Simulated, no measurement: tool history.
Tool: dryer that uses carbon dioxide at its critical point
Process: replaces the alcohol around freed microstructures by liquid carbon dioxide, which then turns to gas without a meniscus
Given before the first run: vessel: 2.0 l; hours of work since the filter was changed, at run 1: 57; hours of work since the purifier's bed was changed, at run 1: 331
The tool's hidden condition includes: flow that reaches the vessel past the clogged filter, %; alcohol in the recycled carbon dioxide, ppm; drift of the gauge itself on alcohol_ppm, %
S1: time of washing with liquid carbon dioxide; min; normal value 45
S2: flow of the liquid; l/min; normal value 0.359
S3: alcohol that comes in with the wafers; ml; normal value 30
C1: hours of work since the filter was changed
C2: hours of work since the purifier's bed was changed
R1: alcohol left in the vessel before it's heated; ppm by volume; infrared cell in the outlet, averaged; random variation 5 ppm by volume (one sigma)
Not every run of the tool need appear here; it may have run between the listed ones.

run 1 hour=0 | S1=45 S2=0.359 S3=30 | C1=57 C2=331 | R1=86
run 2 hour=36.2 | S1=45 S2=0.359 S3=30 | C1=75 C2=349 | R1=87
run 3 hour=90.6 | S1=45 S2=0.294 S3=30 | C1=102 C2=375 | R1=145
run 4 hour=137.5 | S1=45 S2=0.359 S3=30 | C1=126 C2=399 | R1=101
run 5 hour=170 | S1=45 S2=0.359 S3=30 | C1=142 C2=415 | R1=106
run 6 hour=222.4 | S1=45 S2=0.359 S3=30 | C1=168 C2=441 | R1=114
run 7 hour=254.4 | S1=45 S2=0.359 S3=56 | C1=183 C2=457 | R1=139
run 8 hour=301.2 | S1=45 S2=0.359 S3=56 | C1=207 C2=480 | R1=152
run 9 hour=348.6 | S1=45 S2=0.359 S3=56 | C1=230 C2=503 | R1=158
-- hour=367.4 inlet filter changed
run 10 hour=416.9 | S1=45 S2=0.359 S3=30 | C1=25 C2=537 | R1=118
run 11 hour=478.8 | S1=45 S2=0.359 S3=30 | C1=55 C2=567 | R1=113
run 12 hour=520.5 | S1=45 S2=0.359 S3=30 | C1=76 C2=588 | R1=126
run 13 hour=583.7 | S1=45 S2=0.315 S3=30 | C1=107 C2=619 | R1=154
run 14 hour=651.8 | S1=45 S2=0.35 S3=30 | C1=141 C2=653 | R1=145
run 15 hour=720.4 | S1=45 S2=0.35 S3=27 | C1=175 C2=687 | R1=138
run 16 hour=770.8 | S1=45 S2=0.35 S3=27 | C1=200 C2=712 | R1=154
run 17 hour=802.8 | S1=45 S2=0.35 S3=27 | C1=216 C2=728 | R1=147
run 18 hour=841.7 | S1=45 S2=0.35 S3=27 | C1=235 C2=747 | R1=174
-- hour=854.3 inlet filter changed
run 19 hour=903.8 | S1=45 S2=0.35 S3=27 | C1=25 C2=777 | R1=143
run 20 hour=940.6 | S1=49 S2=0.395 S3=29 | C1=43 C2=795 | R1=140
run 21 hour=999.6 | S1=49 S2=0.441 S3=83 | C1=72 C2=825 | R1=138
run 22 hour=1054.7 | S1=37 S2=0.441 S3=82 | C1=99 C2=852 | R1=195
run 23 hour=1093.7 | S1=45 S2=0.244 S3=30 | C1=119 C2=871 | R1=344
run 24 hour=1150.5 | S1=36 S2=0.576 S3=30 | C1=147 C2=899 | R1=145
run 25 hour=1190.5 | S1=59 S2=0.479 S3=73 | C1=166 C2=919 | R1=146
run 26 hour=1241.2 | S1=45 S2=0.226 S3=34 | C1=192 C2=944 | R1=517
run 27 hour=1286 | S1=45 S2=0.235 S3=26 | C1=214 C2=966 | R1=406
-- hour=1337.4 inlet filter changed
run 28 hour=1350.7 | S1=45 S2=0.359 S3=69 | C1=7 C2=998 | R1=198
-- hour=1414.8 purifier's bed changed
run 29 hour=1423 | S1=45 S2=0.359 S3=69 | C1=41 C2=4 | R1=70
run 30 hour=1482.2 | S1=41 S2=0.525 S3=90 | C1=70 C2=33 | R1=22
run 31 hour=1516.9 | S1=43 S2=0.359 S3=68 | C1=87 C2=51 | R1=95
run 32 hour=1564.4 | S1=50 S2=0.495 S3=30 | C1=111 C2=74 | R1=20
run 33 hour=1620.6 | S1=50 S2=0.495 S3=30 | C1=139 C2=102 | R1=20
run 34 hour=1650.8 | S1=50 S2=0.509 S3=89 | C1=154 C2=117 | R1=17
run 35 hour=1687.2 | S1=50 S2=0.509 S3=89 | C1=172 C2=135 | R1=30

Branching from run 35: 4 alternative next runs. What would each branch give?
run A hour=1727.2 | S1=45 S2=0.269 S3=30 | C1=192 C2=155 | R1=?
run B hour=1727.2 | S1=45 S2=0.359 S3=102 | C1=192 C2=155 | R1=?
run C hour=1727.2 | S1=50 S2=0.26 S3=28 | C1=192 C2=155 | R1=?
run D hour=1727.2 | S1=39 S2=0.222 S3=32 | C1=192 C2=155 | R1=?

run=A R1=195
run=B R1=159
run=C R1=139
run=D R1=653
Had the tool no hidden state, the same runs would have come out as:
run=A R1=108
run=B R1=75
run=C R1=72
run=D R1=450
